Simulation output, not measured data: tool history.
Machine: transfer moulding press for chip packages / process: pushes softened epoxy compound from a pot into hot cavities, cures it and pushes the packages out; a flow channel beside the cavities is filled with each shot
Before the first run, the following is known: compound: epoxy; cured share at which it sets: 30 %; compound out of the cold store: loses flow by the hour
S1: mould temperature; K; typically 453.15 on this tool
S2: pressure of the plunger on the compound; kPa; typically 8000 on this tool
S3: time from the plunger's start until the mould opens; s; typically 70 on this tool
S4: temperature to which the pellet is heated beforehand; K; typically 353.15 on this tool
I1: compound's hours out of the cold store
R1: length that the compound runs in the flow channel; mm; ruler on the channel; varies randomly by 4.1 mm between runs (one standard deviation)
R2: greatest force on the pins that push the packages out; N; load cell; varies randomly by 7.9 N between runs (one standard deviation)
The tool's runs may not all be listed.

run,day,S1,S2,S3,S4,I1,R1,R2
1,0.000,453.15,8000,70,353.15,30.0,533,497
# day 0.512: cavities cleaned with cleaning compound and waxed
2,0.579,453.15,8000,86,353.15,16.5,570,246
# day 0.750: plunger's sealing rings changed
3,1.167,453.15,7180,86,353.15,12.3,592,344
4,1.517,453.15,7180,86,353.15,27.3,555,364
5,1.829,453.15,8000,70,348.15,17.0,616,528
# day 2.150: cavities cleaned with cleaning compound and waxed
6,2.358,453.15,8000,70,348.15,42.6,543,368
7,2.808,453.15,8000,70,348.15,32.8,560,451
8,3.038,453.15,8000,81,353.15,45.7,532,371
9,3.438,453.15,8000,81,353.15,28.8,574,398
# day 3.717: cavities cleaned with cleaning compound and waxed
10,3.954,453.15,8000,81,353.15,33.8,556,298
11,4.317,453.15,8000,81,353.15,47.4,531,342
12,4.812,453.15,8000,70,352.15,39.4,543,494
13,5.133,454.15,8000,70,352.15,27.2,572,493
# day 5.279: cavities cleaned with cleaning compound and waxed
14,5.512,454.15,8000,70,352.15,21.9,588,351
15,5.983,448.15,8000,70,360.15,26.6,580,636
16,6.379,454.15,7060,68,344.15,40.3,509,503
17,6.725,454.15,7060,68,344.15,32.0,528,534
# day 6.812: cavities cleaned with cleaning compound and waxed
18,7.225,454.15,7060,68,344.15,9.4,581,444
19,7.608,448.15,7080,68,350.15,38.8,511,735
20,8.071,461.15,8330,70,360.15,15.7,591,360
# day 8.379: cavities cleaned with cleaning compound and waxed
21,8.425,461.15,8330,70,360.15,35.4,537,246
22,8.979,457.15,6790,94,353.15,16.6,537,320
23,9.329,450.15,7320,60,356.15,14.8,573,955
24,9.738,450.15,7320,60,356.15,14.5,571,1006
# day 9.912: cavities cleaned with cleaning compound and waxed
25,10.183,450.15,7320,60,356.15,11.4,576,751
26,10.533,451.15,8600,99,346.15,15.6,622,328
27,10.779,447.15,8600,99,350.15,35.3,573,375
28,11.233,445.15,7880,70,360.15,38.1,543,840

Here are 4 independent what-if runs from the current tool condition. What would each one return?
# day 11.446: cavities cleaned with cleaning compound and waxed
A,11.779,445.15,8980,70,360.15,45.7,?,?
# day 11.446: cavities cleaned with cleaning compound and waxed
B,11.779,458.15,8000,64,356.15,11.6,?,?
# day 11.446: cavities cleaned with cleaning compound and waxed
C,11.779,445.15,7270,58,361.15,17.1,?,?
# day 11.446: cavities cleaned with cleaning compound and waxed
D,11.779,456.15,6160,70,353.15,31.3,?,?

run,R1,R2
A,556,652
B,588,371
C,562,1051
D,475,337
The same runs, with their run-to-run variation unchanged, on a tool lacking any hidden condition would have given:
run,R1,R2
A,592,533
B,626,300
C,598,849
D,506,272

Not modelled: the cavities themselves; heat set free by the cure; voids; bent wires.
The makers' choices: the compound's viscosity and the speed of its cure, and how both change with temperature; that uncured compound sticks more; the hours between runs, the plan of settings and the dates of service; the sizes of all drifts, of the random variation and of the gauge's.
